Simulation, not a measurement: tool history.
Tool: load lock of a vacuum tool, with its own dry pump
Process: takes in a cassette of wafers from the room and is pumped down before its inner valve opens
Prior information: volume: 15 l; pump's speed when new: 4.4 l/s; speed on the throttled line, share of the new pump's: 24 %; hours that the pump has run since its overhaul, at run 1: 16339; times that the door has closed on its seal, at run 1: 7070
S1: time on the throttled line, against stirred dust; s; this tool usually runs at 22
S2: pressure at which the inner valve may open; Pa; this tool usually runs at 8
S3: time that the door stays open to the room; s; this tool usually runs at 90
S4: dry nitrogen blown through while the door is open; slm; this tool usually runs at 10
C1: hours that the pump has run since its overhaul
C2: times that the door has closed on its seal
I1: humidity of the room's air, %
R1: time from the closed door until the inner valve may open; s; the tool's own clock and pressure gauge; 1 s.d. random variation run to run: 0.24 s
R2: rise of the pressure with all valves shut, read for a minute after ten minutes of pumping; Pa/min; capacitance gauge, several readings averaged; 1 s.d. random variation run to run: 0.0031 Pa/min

| run | hour | S1 | S2 | S3 | S4 | C1 | C2 | I1 | R1 | R2 |
|---|---|---|---|---|---|---|---|---|---|---|
| 1 | 0 | 22 | 8 | 90 | 10 | 16339 | 7070 | 44.3 | 53.7 | 0.085 |
| 2 | 291.9 | 22 | 8 | 90 | 27 | 16631 | 7860 | 45 | 53.8 | 0.064 |
| 3 | 527.5 | 22 | 8 | 90 | 27 | 16866 | 8497 | 44.4 | 54.4 | 0.059 |
| 4 | 879.5 | 22 | 12 | 90 | 27 | 17218 | 9449 | 46.4 | 52.7 | 0.065 |
| 5 | 1162 | 22 | 8 | 90 | 10 | 17501 | 10213 | 46.2 | 54.3 | 0.097 |
| 6 | 1553.5 | 22 | 8 | 90 | 10 | 17892 | 11272 | 45.4 | 54.2 | 0.095 |
| 7 | 1806.4 | 22 | 8 | 90 | 10 | 18145 | 11956 | 45.8 | 55 | 0.101 |
|  | 1837.2 | dry pump taken out, an overhauled one fitted |
| 8 | 2083.9 | 22 | 8 | 90 | 10 | 247 | 12691 | 42.4 | 49.6 | 0.09 |
| 9 | 2430.8 | 22 | 8 | 90 | 10 | 594 | 13629 | 45.3 | 49 | 0.098 |
| 10 | 2804 | 22 | 8 | 90 | 10 | 967 | 14639 | 45.8 | 49.6 | 0.102 |
| 11 | 3238.1 | 22 | 8 | 90 | 10 | 1401 | 15813 | 42.2 | 49.3 | 0.098 |
| 12 | 3446.9 | 22 | 8 | 90 | 10 | 1610 | 16378 | 50.4 | 49.9 | 0.112 |
| 13 | 3672.7 | 22 | 8 | 90 | 10 | 1835 | 16988 | 46 | 50.4 | 0.107 |
| 14 | 4067.7 | 22 | 8 | 90 | 10 | 2231 | 18057 | 43.7 | 49.7 | 0.102 |
| 15 | 4261.5 | 22 | 8 | 90 | 10 | 2424 | 18581 | 44.5 | 49.7 | 0.104 |
| 16 | 4479.7 | 22 | 8 | 90 | 10 | 2642 | 19171 | 47.2 | 49.8 | 0.116 |
| 17 | 4668.9 | 22 | 12 | 90 | 9 | 2832 | 19683 | 45.8 | 48.5 | 0.11 |
| 18 | 5074.6 | 12 | 10 | 51 | 7 | 3237 | 20781 | 45.1 | 41.6 | 0.09 |
| 19 | 5383.6 | 12 | 10 | 43 | 36 | 3546 | 21617 | 43.8 | 41.7 | 0.063 |
| 20 | 5666.6 | 19 | 15 | 107 | 36 | 3829 | 22382 | 45.9 | 45.2 | 0.078 |
| 21 | 5933.7 | 33 | 12 | 26 | 16 | 4096 | 23105 | 42.9 | 56.8 | 0.065 |
| 22 | 6213 | 24 | 8 | 102 | 21 | 4376 | 23860 | 45.6 | 51.7 | 0.1 |
| 23 | 6524.2 | 23 | 8 | 46 | 21 | 4687 | 24702 | 45.9 | 51.5 | 0.077 |
| 24 | 6963.4 | 23 | 8 | 142 | 20 | 5126 | 25890 | 44.7 | 51.6 | 0.121 |
| 25 | 7149.5 | 23 | 8 | 142 | 20 | 5312 | 26394 | 48.6 | 51.6 | 0.126 |
| 26 | 7407.8 | 15 | 8 | 90 | 10 | 5571 | 27092 | 48.7 | 44.9 | 0.127 |
| 27 | 7703.1 | 23 | 7 | 90 | 10 | 5866 | 27891 | 45.2 | 51.6 | 0.131 |
| 28 | 8022 | 22 | 10 | 90 | 10 | 6185 | 28754 | 49 | 50.1 | 0.129 |
| 29 | 8330.8 | 43 | 11 | 90 | 41 | 6494 | 29589 | 44.1 | 65 | 0.085 |
| 30 | 8691.7 | 43 | 10 | 177 | 20 | 6854 | 30565 | 44.5 | 66.1 | 0.142 |
| 31 | 9015.2 | 12 | 13 | 94 | 5 | 7178 | 31440 | 42.9 | 42.2 | 0.151 |

Selected run-to-run steps in R1, each split into two signed amounts: the part the tool would show with no hidden state at all (from settings, incoming material and random variation), and the remainder, which goes to the hidden state together with any gauge scatter not common to the measured and the hidden-state-free results:
Hidden state at play: pump's speed, % of a new pump's; leak at the door's seal, Pa l/s; drift of the gauge itself on ready_s, %; drift of the gauge itself on rise_pa_min, %.
Run 4 -> 5: S2 12 -> 8, S4 27 -> 10. R1 +1.6 s: hidden state +0.4, all else +1.2.
Run 7 -> 8: dry pump taken out, an overhauled one fitted. R1 -5.4 s: hidden state -5.2, all else -0.2.
Run 20 -> 21: S1 19 -> 33, S2 15 -> 12, S3 107 -> 26, S4 36 -> 16. R1 +11.6 s: hidden state +0, all else +11.6.
Run 28 -> 29: S1 22 -> 43, S2 10 -> 11, S4 10 -> 41. R1 +14.9 s: hidden state -0.3, all else +15.2.
Run 30 -> 31: S1 43 -> 12, S2 10 -> 13, S3 177 -> 94, S4 20 -> 5. R1 -23.9 s: hidden state +0.7, all else -24.6.
